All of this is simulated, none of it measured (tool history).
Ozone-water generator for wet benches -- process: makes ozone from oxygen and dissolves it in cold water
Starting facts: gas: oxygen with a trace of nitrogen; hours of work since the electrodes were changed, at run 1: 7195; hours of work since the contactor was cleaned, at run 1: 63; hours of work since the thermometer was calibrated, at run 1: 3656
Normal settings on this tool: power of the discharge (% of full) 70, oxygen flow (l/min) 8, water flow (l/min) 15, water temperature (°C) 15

run	day	power of the discharge (% of full)	oxygen flow (l/min)	water flow (l/min)	water temperature (°C)	hours of work since the electrodes were changed	hours of work since the contactor was cleaned	hours of work since the thermometer was calibrated	dissolved ozone (ppm)	ozone in the gas ahead of the water (g/m3)
1	0	70	8	15	15	7195	63	3656	25.2	144.1
2	8.692	70	8	20	15	7378	247	3840	19.9	142
3	14.058	70	8	20	15	7492	360	3953	20.4	144.2
4	21.504	70	10.54	15	15	7649	517	4110	23	120.3
5	26.346	70	10.54	15	15	7751	619	4212	23.2	120.5
6	35.396	70	10.54	15	15	7942	811	4403	23.1	120.9
# day 40.554: water thermometer calibrated
7	41.871	70	5.8	15	15	8078	947	28	27.5	178.7
8	49.204	70	5.8	15	15	8233	1102	183	26.8	177.6
9	58.079	70	5.8	15	15	8421	1289	370	27.1	179.6
10	64.183	72	8	15	15	8549	1418	499	25.5	146.4
11	70.988	72	8	15	15	8693	1561	643	25.4	145.5
12	78.862	70	4.05	15	15	8859	1728	809	28.5	227.3
13	85.171	70	4.05	15	8	8993	1861	942	31.2	224.8
14	89.679	70	4.05	15	8	9088	1956	1037	30.8	226.8
15	95.325	70	4.05	15	8	9207	2075	1156	31.1	226
16	102.362	70	4.05	15	8	9355	2224	1305	31.2	225.4
17	108.908	70	4.05	15	8	9494	2362	1443	31	226.7
18	116.708	70	9.44	17	8	9658	2527	1608	25	127.8
19	126.062	64	5.93	14	15	9856	2724	1805	26.9	168.3
20	131.125	42	8.54	20	7	9963	2831	1912	17.4	107
21	140.867	50	12.13	19	15	10168	3037	2118	15.6	91.8
22	146.396	74	7.45	17	8	10285	3153	2234	27	154.7
23	153.038	74	7.45	17	8	10425	3294	2375	26.9	153.6
24	159.404	74	14.34	24	8	10560	3428	2509	17.5	99.5
25	166.671	74	14.34	24	8	10713	3582	2663	17.9	100.2
26	175.662	45	5.75	15	15	10903	3771	2852	21.6	142.7
27	180.471	45	5.75	15	15	11004	3873	2954	21.7	142.2
28	184.958	45	5.75	15	15	11099	3968	3049	21.5	142.5
29	189.504	45	5.75	15	15	11195	4064	3145	21.5	141.3
30	194.767	45	5.75	15	15	11306	4175	3256	21.4	142
31	201.329	70	7.12	15	19	11445	4313	3394	23.9	156
32	206.488	49	13.96	18	15	11554	4422	3503	15.5	82.7
33	214.092	64	8	15	20	11714	4583	3664	21.5	136.7
34	220.704	64	8	15	20	11854	4722	3803	21.6	137.8

Below are 3 alternative next runs, each starting from the tool's condition after run 34. Predict each:
A	228.404	64	8	10	17	12016	4885	3966	?	?
B	228.404	64	12	15	16	12016	4885	3966	?	?
C	228.404	64	8	15	14	12016	4885	3966	?	?

run	dissolved ozone (ppm)	ozone in the gas ahead of the water (g/m3)
A	28.8	137
B	20.7	107.6
C	24.3	138.1
Had the tool no hidden state, the same runs would have come out as:
run	dissolved ozone (ppm)	ozone in the gas ahead of the water (g/m3)
A	28.9	137.3
B	20.7	107.8
C	24.4	138.4

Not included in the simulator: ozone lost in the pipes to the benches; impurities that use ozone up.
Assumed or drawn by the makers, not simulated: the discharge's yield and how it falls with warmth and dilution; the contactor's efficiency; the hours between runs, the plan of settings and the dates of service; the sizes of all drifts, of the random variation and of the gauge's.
